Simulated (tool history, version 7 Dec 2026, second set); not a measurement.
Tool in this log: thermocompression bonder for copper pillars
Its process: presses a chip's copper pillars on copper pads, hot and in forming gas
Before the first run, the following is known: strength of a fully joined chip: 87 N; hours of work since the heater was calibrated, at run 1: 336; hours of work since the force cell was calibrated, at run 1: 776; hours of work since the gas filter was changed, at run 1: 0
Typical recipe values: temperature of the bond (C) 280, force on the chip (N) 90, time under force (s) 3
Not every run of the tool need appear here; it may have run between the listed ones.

run	hour	temperature of the bond (C)	force on the chip (N)	time under force (s)	hours of work since the heater was calibrated	hours of work since the force cell was calibrated	hours of work since the gas filter was changed	force that shears a chip off (N)
1	0	280	90	3	336	776	0	60.2
2	35.3	280	90	6	356	796	20	70.2
3	68.1	280	90	2	375	815	38	53.6
4	100.5	303	90	3	393	833	57	68.6
5	143	280	90	6	417	857	81	69
6	204.1	280	90	9	452	892	115	73
7	235.1	307	90	3	469	909	133	68.1
8	286.1	307	90	3	498	938	162	67.4
9	335.6	280	63	2	526	966	190	44.9
10	370.3	274	62	4	546	986	209	51.9
11	411.8	280	57	2	569	1009	233	42.4
12	455.3	287	104	7	594	1034	258	70.5
# hour 486.7: forming gas filter changed
13	506.4	287	55	2	622	1063	11	48.6
# hour 532.6: heater calibrated with a thermocouple chip
14	545.3	257	58	3	7	1083	32	38.2
15	586.6	284	95	3	31	1107	55	58.9

5 ways to go on from here, each from the tool as it stands after run 15. What would each give?
A	618.2	285	68	3	48	1125	73	?
B	618.2	280	124	3	48	1125	73	?
C	618.2	276	65	6	48	1125	73	?
D	618.2	274	90	3	48	1125	73	?
E	618.2	280	90	9	48	1125	73	?

run	force that shears a chip off (N)
A	52.9
B	62.4
C	58.8
D	53.7
E	72
Stripped of hidden state, with their random variation kept, the same runs would have yielded:
run	force that shears a chip off (N)
A	53.1
B	62.9
C	59.2
D	53.9
E	73.1
